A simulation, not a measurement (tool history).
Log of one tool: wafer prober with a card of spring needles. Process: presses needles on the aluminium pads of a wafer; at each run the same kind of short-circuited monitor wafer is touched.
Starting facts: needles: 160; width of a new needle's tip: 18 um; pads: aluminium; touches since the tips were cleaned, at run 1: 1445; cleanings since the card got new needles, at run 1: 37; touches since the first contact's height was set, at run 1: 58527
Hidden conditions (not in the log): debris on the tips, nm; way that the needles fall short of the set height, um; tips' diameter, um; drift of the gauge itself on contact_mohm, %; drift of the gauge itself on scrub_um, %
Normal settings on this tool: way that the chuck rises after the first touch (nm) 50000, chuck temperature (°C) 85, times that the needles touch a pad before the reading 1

run	hour	way that the chuck rises after the first touch (nm)	chuck temperature (°C)	times that the needles touch a pad before the reading	touches since the tips were cleaned	cleanings since the card got new needles	touches since the first contact's height was set	resistance of one needle with its contact and lead (mohm)	way that a needle slides on the pad (nm)
1	0	50000	85	1	1445	37	58527	180	7730
# hour 7.4: tips cleaned on abrasive film
# hour 17.4: tips cleaned on abrasive film
2	24.1	50000	85	1	2520	39	67491	185	7750
# hour 29.1: tips cleaned on abrasive film
# hour 39: tips cleaned on abrasive film
# hour 51.2: tips cleaned on abrasive film
# hour 61.1: tips cleaned on abrasive film
3	69.4	50000	85	1	3142	43	84385	184	7750
# hour 71.8: tips cleaned on abrasive film
# hour 84.1: tips cleaned on abrasive film
# hour 94: tips cleaned on abrasive film
# hour 101.7: height of the first contact set anew
# hour 106.6: tips cleaned on abrasive film
4	107.2	50000	85	1	207	47	2037	183	7770
# hour 117.1: tips cleaned on abrasive film
# hour 129.4: tips cleaned on abrasive film
# hour 141.8: tips cleaned on abrasive film
# hour 154.1: tips cleaned on abrasive film
5	155.3	50000	85	1	436	51	19962	184	7790
# hour 165.1: tips cleaned on abrasive film
# hour 175: tips cleaned on abrasive film
6	183.6	49000	85	1	3232	53	30541	184	7600
# hour 186.2: tips cleaned on abrasive film
# hour 198.3: tips cleaned on abrasive film
# hour 208.2: tips cleaned on abrasive film
# hour 218.1: tips cleaned on abrasive film
# hour 228: tips cleaned on abrasive film
7	237.3	49000	85	1	3473	58	50511	185	7630
# hour 239.8: tips cleaned on abrasive film
# hour 252: tips cleaned on abrasive film
# hour 261.9: tips cleaned on abrasive film
# hour 274.3: tips cleaned on abrasive film
# hour 284.2: tips cleaned on abrasive film
8	284.2	50000	26	1	0	63	67947	170	7850
# hour 296.4: tips cleaned on abrasive film
# hour 306.3: tips cleaned on abrasive film
9	314.5	50000	85	1	3063	65	79249	181	7890
# hour 316.8: tips cleaned on abrasive film
# hour 328.9: tips cleaned on abrasive film
# hour 341.1: tips cleaned on abrasive film
10	341.6	50000	85	1	189	68	89337	181	7880
# hour 351.3: tips cleaned on abrasive film
# hour 361.4: height of the first contact set anew
# hour 363.9: tips cleaned on abrasive film
# hour 373.8: tips cleaned on abrasive film
# hour 383.7: tips cleaned on abrasive film
11	387.8	50000	85	2	1542	72	9829	181	7930
# hour 395.3: tips cleaned on abrasive film
# hour 407.4: tips cleaned on abrasive film
12	413.9	50000	85	2	2441	74	19556	184	7880
# hour 418.9: tips cleaned on abrasive film
# hour 428.8: tips cleaned on abrasive film
# hour 441.2: tips cleaned on abrasive film
# hour 446.1: gauge calibrated
# hour 451.1: tips cleaned on abrasive film
13	456.9	50000	85	2	2209	78	35574	185	7740
# hour 461.9: tips cleaned on abrasive film
# hour 474.2: tips cleaned on abrasive film
# hour 484.1: tips cleaned on abrasive film
# hour 496.3: tips cleaned on abrasive film
# hour 508.6: tips cleaned on abrasive film
14	511.4	32000	36	2	1027	83	55832	185	4960
# hour 518.8: tips cleaned on abrasive film
# hour 528.7: tips cleaned on abrasive film
# hour 541: tips cleaned on abrasive film
15	544.1	32000	36	2	1147	86	68004	184	4950
# hour 551.3: tips cleaned on abrasive film
# hour 561.2: tips cleaned on abrasive film
16	570.5	32000	36	2	3487	88	77869	184	4970
# hour 573.1: tips cleaned on abrasive film
# hour 583: tips cleaned on abrasive film
# hour 592.9: tips cleaned on abrasive film
17	600.2	50000	57	2	2753	91	88908	176	7800
# hour 605.2: tips cleaned on abrasive film
# hour 617.2: tips cleaned on abrasive film
# hour 622.4: height of the first contact set anew
# hour 629.8: tips cleaned on abrasive film
# hour 642: tips cleaned on abrasive film
18	646.1	50000	57	2	1538	95	8821	176	7800

For run 19, what comes out?
# hour 653.5: tips cleaned on abrasive film
# hour 663.4: tips cleaned on abrasive film
19	669.5	48000	85	1	2307	97	17573	?	?

{"run 19": {"resistance of one needle with its contact and lead (mohm)": 186, "way that a needle slides on the pad (nm)": 7470}}
Take away the tool's hidden state, keep the run-to-run variation as it was, and the same run would have given resistance of one needle with its contact and lead (mohm) 186, way that a needle slides on the pad (nm) 7380.

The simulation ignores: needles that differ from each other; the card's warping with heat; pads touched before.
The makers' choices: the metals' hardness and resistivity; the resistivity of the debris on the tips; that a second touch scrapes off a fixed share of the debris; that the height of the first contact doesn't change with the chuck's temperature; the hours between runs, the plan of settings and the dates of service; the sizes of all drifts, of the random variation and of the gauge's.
